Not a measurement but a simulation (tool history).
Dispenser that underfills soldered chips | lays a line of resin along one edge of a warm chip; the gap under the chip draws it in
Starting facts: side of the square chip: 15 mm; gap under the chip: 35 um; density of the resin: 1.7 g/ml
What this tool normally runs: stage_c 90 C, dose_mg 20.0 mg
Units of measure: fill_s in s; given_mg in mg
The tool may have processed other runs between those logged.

run,hour,stage_c,dose_mg,fill_s,given_mg
1,0.0,90,20.0,461.4,19.20
2,4.0,90,20.0,571.7,19.08
# hour 5.1: new syringe of resin
3,8.7,90,20.0,314.4,19.23
4,14.7,90,17.3,452.4,16.55
# hour 21.0: new syringe of resin
5,24.4,90,24.6,303.8,23.20
6,33.1,90,25.6,495.1,24.33
# hour 36.8: new syringe of resin
7,40.0,90,25.6,302.1,24.19
8,45.6,90,20.0,416.7,18.80
9,51.9,90,18.6,595.9,17.34
# hour 52.7: new syringe of resin
10,60.4,90,18.6,406.2,17.27
11,65.6,90,18.6,545.7,17.32
# hour 68.4: new syringe of resin
12,74.8,90,18.6,371.5,17.05
13,82.0,90,18.6,554.1,17.23
# hour 84.3: new syringe of resin
14,88.6,90,20.0,335.4,18.23
# hour 90.3: dispensing valve cleaned and set on the balance
15,95.3,84,20.0,574.2,19.84
# hour 101.5: new syringe of resin
16,103.9,84,20.0,361.6,19.92
17,111.8,84,20.0,566.5,19.67
# hour 117.6: new syringe of resin
18,119.7,84,20.0,365.8,19.64
19,126.2,80,22.5,600.5,22.10
20,131.4,80,22.5,788.7,21.95
# hour 134.2: new syringe of resin
21,135.6,80,22.5,399.2,21.89
22,143.7,80,22.5,621.7,22.02
# hour 150.5: new syringe of resin
23,151.0,103,18.6,165.9,18.16
24,156.9,97,22.2,284.6,21.23
# hour 166.3: new syringe of resin
25,166.3,84,22.8,321.5,21.79
26,174.5,77,20.3,668.5,19.41
27,179.1,77,20.3,885.9,19.53
# hour 182.4: new syringe of resin
28,184.3,77,20.3,485.1,19.34
29,191.7,99,25.1,301.2,23.67
30,196.3,99,26.0,392.9,24.61
# hour 198.8: new syringe of resin
31,205.7,99,23.0,267.4,21.50
# hour 214.6: new syringe of resin
32,215.2,94,17.5,249.9,16.49
33,219.3,94,17.5,307.2,16.43
34,228.2,94,17.5,510.1,16.36
# hour 230.9: new syringe of resin
35,238.2,79,20.0,617.4,18.40

Consider 4 possible next runs. They are alternatives, not a sequence: every one starts from the tool as it was left by run 35. What does each give?
A,246.1,96,22.0,?,?
B,246.1,104,21.0,?,?
C,246.1,104,20.0,?,?
D,246.1,105,17.6,?,?

run,fill_s,given_mg
A,470.1,20.36
B,363.2,19.47
C,362.8,18.47
D,369.0,16.14
Had the tool no hidden state, the same runs would have come out as:
run,fill_s,given_mg
A,190.8,22.08
B,147.4,21.12
C,146.3,20.03
D,147.7,17.50

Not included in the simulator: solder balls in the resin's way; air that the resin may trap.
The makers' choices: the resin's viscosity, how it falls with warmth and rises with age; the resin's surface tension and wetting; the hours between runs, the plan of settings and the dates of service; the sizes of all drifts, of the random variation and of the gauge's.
